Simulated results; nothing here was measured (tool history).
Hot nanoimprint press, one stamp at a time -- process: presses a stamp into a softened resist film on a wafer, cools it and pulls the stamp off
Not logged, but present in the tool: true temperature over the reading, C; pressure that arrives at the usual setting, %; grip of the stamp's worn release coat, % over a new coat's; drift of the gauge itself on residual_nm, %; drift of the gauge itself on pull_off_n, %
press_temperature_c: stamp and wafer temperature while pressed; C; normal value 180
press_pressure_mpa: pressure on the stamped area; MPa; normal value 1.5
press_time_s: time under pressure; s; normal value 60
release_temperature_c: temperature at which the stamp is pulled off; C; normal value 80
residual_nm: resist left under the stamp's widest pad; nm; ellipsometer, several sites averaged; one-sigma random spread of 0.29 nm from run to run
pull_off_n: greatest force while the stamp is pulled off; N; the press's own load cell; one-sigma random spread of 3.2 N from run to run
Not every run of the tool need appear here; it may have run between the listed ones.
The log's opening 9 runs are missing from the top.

run	day	press_temperature_c	press_pressure_mpa	press_time_s	release_temperature_c	hours of work since the thermocouple was calibrated	imprints on the stamp's release coat	hours of work since the press's seals were changed	residual_nm	pull_off_n
10	7.712	180	1.5	60	73	202	862	85	158.5	234
11	8.792	180	1.5	60	73	220	952	103	158.1	254
12	9.967	180	1.5	60	73	240	1051	123	158.6	247
# day 11.429: plate thermocouple calibrated
13	11.429	180	1.5	60	73	0	1163	146	155.6	261
14	12.508	180	1.5	60	73	18	1253	164	156.2	266
15	13.183	180	1.5	60	73	30	1310	175	156.9	273
16	14.262	180	1.5	60	73	48	1401	194	156.4	269
17	14.925	189	1.5	78	80	59	1456	205	106.2	239
18	16.046	189	1.5	78	80	78	1550	224	106.4	245
19	16.758	177	1.4	60	80	90	1610	236	177.3	239
# day 18.292: stamp cleaned and given a new release coat
20	18.329	180	2.32	60	80	112	4	258	130.8	152
21	19.125	188	1.5	93	80	126	70	272	102.7	157
22	20.317	188	1.93	64	70	146	170	292	107.1	201
23	20.996	177	1.15	44	80	157	227	303	214.1	172
24	22.338	181	0.98	110	68	180	340	326	145.2	231
25	22.933	180	1.09	60	78	190	390	336	181.5	191
26	24.042	174	1.56	33	67	209	482	354	230	238
27	24.858	170	1.73	49	67	222	551	368	221.1	243
28	25.625	170	1.5	54	76	235	615	381	225.5	209
29	26.188	172	1.5	54	76	245	662	391	212.6	209
# day 27.333: plate thermocouple calibrated
30	27.612	186	1.5	74	76	5	771	413	118.7	210

Branching from run 30: 3 alternative next runs. What would each branch give?
A	28.379	183	1.82	46	76	18	836	426	?	?
B	28.379	180	1.14	60	73	18	836	426	?	?
C	28.379	170	2.1	74	76	18	836	426	?	?

run	residual_nm	pull_off_n
A	145.9	216
B	175	232
C	175.3	223
Without the tool's unlogged condition, the same runs would have read:
run	residual_nm	pull_off_n
A	144.8	167
B	174.4	180
C	174.1	173
